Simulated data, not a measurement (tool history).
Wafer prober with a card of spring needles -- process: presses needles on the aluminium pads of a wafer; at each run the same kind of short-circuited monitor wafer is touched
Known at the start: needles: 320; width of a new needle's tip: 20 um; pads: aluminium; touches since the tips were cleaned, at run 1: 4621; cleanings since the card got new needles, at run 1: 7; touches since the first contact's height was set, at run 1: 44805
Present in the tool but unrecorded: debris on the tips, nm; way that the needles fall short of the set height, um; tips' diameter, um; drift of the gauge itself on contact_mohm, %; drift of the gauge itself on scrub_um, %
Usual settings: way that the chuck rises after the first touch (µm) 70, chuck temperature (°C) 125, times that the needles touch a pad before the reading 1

run   hour  way that the chuck rises after the first touch (µm)  chuck temperature (°C)  times that the needles touch a pad before the reading  touches since the tips were cleaned  cleanings since the card got new needles  touches since the first contact's height was set  resistance of one needle with its contact and lead (mohm)  way that a needle slides on the pad (µm)
  1    0.0                                                   70                     125                                                      1                                 4621                                         7                                             44805                                                        478                                     16.20
       1.6  -- tips cleaned on abrasive film
  2    7.2                                                   70                     125                                                      1                                 2662                                         8                                             48172                                                        542                                     16.09
  3   12.5                                                   70                     125                                                      1                                 5174                                         8                                             50684                                                        548                                     16.10
      13.2  -- tips cleaned on abrasive film
  4   18.8                                                   70                     125                                                      1                                 2650                                         9                                             53593                                                        433                                     16.13
      24.5  -- tips cleaned on abrasive film
  5   24.9                                                   70                     125                                                      1                                  205                                        10                                             56468                                                        333                                     16.05
  6   30.7                                                   70                     125                                                      1                                 2938                                        10                                             59201                                                        430                                     16.06
      36.0  -- tips cleaned on abrasive film
  7   38.7                                                   70                     125                                                      1                                 1274                                        11                                             62953                                                        388                                     16.01
  8   44.6                                                   54                     125                                                      1                                 4072                                        11                                             65751                                                        579                                     12.33
      47.5  -- tips cleaned on abrasive film
      52.9  -- height of the first contact set anew
      54.4  -- tips cleaned on abrasive film, once more
  9   55.5                                                   70                     125                                                      1                                  539                                        13                                              1170                                                        353                                     16.24
 10   64.0                                                   70                     125                                                      1                                 4536                                        13                                              5167                                                        463                                     16.33
      65.8  -- tips cleaned on abrasive film
 11   74.1                                                   70                     125                                                      1                                 3909                                        14                                              9922                                                        450                                     16.34
      77.6  -- tips cleaned on abrasive film
 12   81.1                                                   53                     125                                                      1                                 1623                                        15                                             13180                                                        460                                     12.30
      89.1  -- tips cleaned on abrasive film
 13   89.4                                                   53                     125                                                      1                                  122                                        16                                             17073                                                        352                                     12.33
 14  100.4                                                   53                     125                                                      1                                 5315                                        16                                             22266                                                        593                                     12.28
     101.1  -- tips cleaned on abrasive film
 15  105.7                                                   67                      59                                                      2                                 2202                                        17                                             24755                                                        362                                     15.58
     112.8  -- tips cleaned on abrasive film
 16  113.5                                                   70                      92                                                      1                                  316                                        18                                             28387                                                        332                                     16.20
 17  122.8                                                   70                      50                                                      3                                 4710                                        18                                             32781                                                        358                                     16.13

Consider 4 possible next runs. They are alternatives, not a sequence: every one starts from the tool as it was left by run 17. What does each give?
     124.4  -- tips cleaned on abrasive film
  A  127.9                                                   81                      50                                                      2                                 1702                                        19                                             35190                                                          ?                                         ?
     124.4  -- tips cleaned on abrasive film
  B  127.9                                                   59                     125                                                      1                                 1702                                        19                                             35190                                                          ?                                         ?
     124.4  -- tips cleaned on abrasive film
  C  127.9                                                   63                     125                                                      1                                 1702                                        19                                             35190                                                          ?                                         ?
     124.4  -- tips cleaned on abrasive film
  D  127.9                                                   70                      41                                                      1                                 1702                                        19                                             35190                                                          ?                                         ?

run  resistance of one needle with its contact and lead (mohm)  way that a needle slides on the pad (µm)
  A                                                        325                                     18.79
  B                                                        435                                     13.61
  C                                                        415                                     14.55
  D                                                        378                                     16.17
With the hidden condition removed and each run's random variation left untouched, the same runs would have given:
run  resistance of one needle with its contact and lead (mohm)  way that a needle slides on the pad (µm)
  A                                                        282                                     18.95
  B                                                        322                                     13.77
  C                                                        316                                     14.72
  D                                                        284                                     16.33
